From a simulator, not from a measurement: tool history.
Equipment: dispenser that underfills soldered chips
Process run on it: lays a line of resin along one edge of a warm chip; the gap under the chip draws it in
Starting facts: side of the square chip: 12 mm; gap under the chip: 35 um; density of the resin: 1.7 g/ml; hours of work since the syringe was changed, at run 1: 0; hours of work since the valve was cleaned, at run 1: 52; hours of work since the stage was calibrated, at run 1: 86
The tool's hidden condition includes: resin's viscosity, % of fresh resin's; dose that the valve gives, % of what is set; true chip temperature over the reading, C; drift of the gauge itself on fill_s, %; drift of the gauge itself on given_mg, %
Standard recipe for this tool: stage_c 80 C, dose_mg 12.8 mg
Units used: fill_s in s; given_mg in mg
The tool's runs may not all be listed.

| run | hour | stage_c | dose_mg | hours of work since the syringe was changed | hours of work since the valve was cleaned | hours of work since the stage was calibrated | fill_s | given_mg |
|---|---|---|---|---|---|---|---|---|
| 1 | 0 | 80 | 12.8 | 0 | 52 | 86 | 341.8 | 12.4 |
| 2 | 5.5 | 92 | 12.8 | 4 | 55 | 90 | 317.6 | 12.42 |
| 3 | 9 | 80 | 12.8 | 6 | 58 | 92 | 589.5 | 12.22 |
|  | 10 | new syringe of resin |
| 4 | 12.3 | 80 | 16.6 | 2 | 60 | 94 | 397.2 | 15.97 |
| 5 | 15.8 | 80 | 14.9 | 4 | 62 | 96 | 484.6 | 14.27 |
| 6 | 18.4 | 80 | 14.9 | 6 | 64 | 98 | 553.5 | 14.23 |
|  | 19.9 | new syringe of resin |
| 7 | 21.8 | 79 | 14.9 | 1 | 66 | 100 | 393.2 | 14.19 |
| 8 | 27.5 | 79 | 13.7 | 5 | 70 | 104 | 549.6 | 13 |
|  | 29.6 | new syringe of resin |
| 9 | 31.1 | 79 | 13.7 | 1 | 72 | 106 | 366.7 | 13.04 |
| 10 | 34.7 | 79 | 13.7 | 3 | 74 | 108 | 471.2 | 13.03 |
|  | 39.5 | new syringe of resin |
| 11 | 40.7 | 82 | 12.8 | 1 | 78 | 112 | 344.6 | 12.03 |
| 12 | 44.4 | 82 | 12.8 | 3 | 80 | 115 | 426.4 | 12.09 |
|  | 49.5 | new syringe of resin |
| 13 | 50.5 | 82 | 12.8 | 1 | 84 | 119 | 332.1 | 12.04 |
| 14 | 55.9 | 80 | 12.8 | 4 | 88 | 122 | 496.5 | 12 |
| 15 | 58.7 | 80 | 12.8 | 6 | 90 | 124 | 593.8 | 11.93 |
|  | 59.5 | new syringe of resin |
|  | 62.3 | dispensing valve cleaned and set on the balance |
| 16 | 63.8 | 80 | 12.8 | 2 | 1 | 126 | 412.9 | 12.8 |
| 17 | 66.6 | 80 | 12.8 | 4 | 3 | 128 | 479.6 | 12.74 |
|  | 70.2 | new syringe of resin |
| 18 | 72 | 80 | 12.8 | 1 | 6 | 132 | 383.5 | 12.68 |
| 19 | 74.8 | 80 | 12.8 | 3 | 8 | 134 | 448.9 | 12.7 |
| 20 | 78.8 | 83 | 12.3 | 6 | 11 | 136 | 520.9 | 12.19 |
|  | 80.3 | new syringe of resin |
| 21 | 81.8 | 87 | 11.1 | 1 | 13 | 138 | 304.4 | 10.92 |
| 22 | 86.5 | 87 | 11.1 | 4 | 16 | 141 | 392.1 | 10.9 |
| 23 | 89.7 | 86 | 11.4 | 6 | 18 | 143 | 488 | 11.2 |
|  | 90.3 | new syringe of resin |
| 24 | 95.3 | 80 | 11.7 | 3 | 21 | 147 | 450.6 | 11.47 |
| 25 | 97.8 | 88 | 13.5 | 5 | 23 | 148 | 399.9 | 13.28 |
|  | 100.1 | new syringe of resin |
| 26 | 103.2 | 77 | 15.9 | 2 | 26 | 152 | 448 | 15.58 |
| 27 | 108.2 | 90 | 15.3 | 5 | 30 | 155 | 392.5 | 14.95 |
|  | 109.9 | new syringe of resin |
| 28 | 112.4 | 90 | 15.3 | 2 | 32 | 158 | 272.8 | 14.92 |
| 29 | 115.8 | 91 | 14.6 | 4 | 34 | 160 | 320.2 | 14.23 |
|  | 119.6 | new syringe of resin |
| 30 | 119.6 | 81 | 12.8 | 0 | 37 | 162 | 326.4 | 12.47 |
| 31 | 123.2 | 87 | 12.8 | 2 | 39 | 165 | 333.4 | 12.39 |
| 32 | 125.9 | 91 | 13.9 | 4 | 41 | 166 | 334.1 | 13.39 |
|  | 129.7 | new syringe of resin |
| 33 | 130.6 | 91 | 13.9 | 1 | 44 | 169 | 242.4 | 13.35 |
| 34 | 133.4 | 66 | 14.3 | 2 | 46 | 171 | 667.2 | 13.86 |
| 35 | 136.9 | 89 | 13.6 | 5 | 48 | 174 | 375.9 | 13.1 |
|  | 139.4 | new syringe of resin |
| 36 | 142.7 | 89 | 13.6 | 2 | 52 | 177 | 297.2 | 13.05 |
| 37 | 145.5 | 78 | 11.2 | 4 | 54 | 179 | 529 | 10.75 |

What if the next run were any one of these 3? Each begins from the tool's condition after run 37:
| A | 148.7 | 75 | 13.2 | 6 | 56 | 181 | ? | ? |
| B | 148.7 | 76 | 13.8 | 6 | 56 | 181 | ? | ? |
| C | 148.7 | 80 | 11.7 | 6 | 56 | 181 | ? | ? |

| run | fill_s | given_mg |
|---|---|---|
| A | 690.7 | 12.65 |
| B | 666.7 | 13.17 |
| C | 599.8 | 11.18 |
What these runs would have given with no unlogged condition in the tool:
| run | fill_s | given_mg |
|---|---|---|
| A | 408.6 | 13.25 |
| B | 394.8 | 13.79 |
| C | 352.7 | 11.71 |
